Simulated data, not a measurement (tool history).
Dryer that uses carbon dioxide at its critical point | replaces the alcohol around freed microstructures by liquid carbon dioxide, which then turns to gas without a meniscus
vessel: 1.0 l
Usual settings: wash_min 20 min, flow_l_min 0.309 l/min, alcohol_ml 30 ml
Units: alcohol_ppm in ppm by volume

run	day	wash_min	flow_l_min	alcohol_ml	alcohol_ppm
1	0.000	20	0.309	30	162
2	0.179	20	0.309	30	178
3	0.454	20	0.309	83	459
4	0.808	20	0.309	83	460
5	1.246	20	0.309	83	483
6	1.621	20	0.309	83	484
7	1.988	20	0.377	83	166
8	2.438	20	0.309	30	200
9	2.817	20	0.309	30	181
10	3.200	20	0.309	30	196
11	3.550	20	0.309	30	201
12	3.775	20	0.309	30	207
13	4.225	20	0.309	30	201
14	4.521	20	0.309	30	205
15	4.750	20	0.309	30	196
16	5.167	26	0.309	30	53
17	5.504	26	0.309	30	56
18	5.938	26	0.309	30	59
19	6.358	16	0.309	30	596
20	6.733	20	0.309	70	523
21	6.979	20	0.309	30	237
22	7.308	20	0.309	30	233
23	7.542	20	0.383	30	74
24	7.875	20	0.383	30	81
25	8.071	12	0.194	79	12791
26	8.400	20	0.229	118	3274
27	8.775	18	0.490	53	60
28	9.129	23	0.460	53	25
29	9.325	18	0.230	26	1076
30	9.662	18	0.230	26	1083
31	9.988	20	0.402	30	60
32	10.392	20	0.402	30	69
33	10.875	26	0.240	30	107
34	11.308	29	0.207	112	495
35	11.579	29	0.207	112	491
36	11.900	25	0.342	30	29
37	12.300	17	0.222	26	857
38	12.717	20	0.394	24	36
39	13.104	20	0.210	30	712
40	13.438	18	0.230	20	507
41	13.658	26	0.208	47	382
42	14.025	29	0.191	31	247
43	14.429	13	0.342	33	628
44	14.775	20	0.448	29	25
45	15.021	20	0.506	72	20
46	15.446	16	0.239	70	2402

Not shown: 1 entry that the log had between the listed runs. Between which runs, and how does the tool's hidden state differ before and after?
Between runs 32 and 33: inlet filter changed (day 10.533)
  flow that reaches the vessel past the clogged filter, %: 82.8 -> 99.3; alcohol in the recycled carbon dioxide, ppm: 10.8 -> 11
  measured less the result without the state, alcohol_ppm: +48 -> +10 ppm by volume
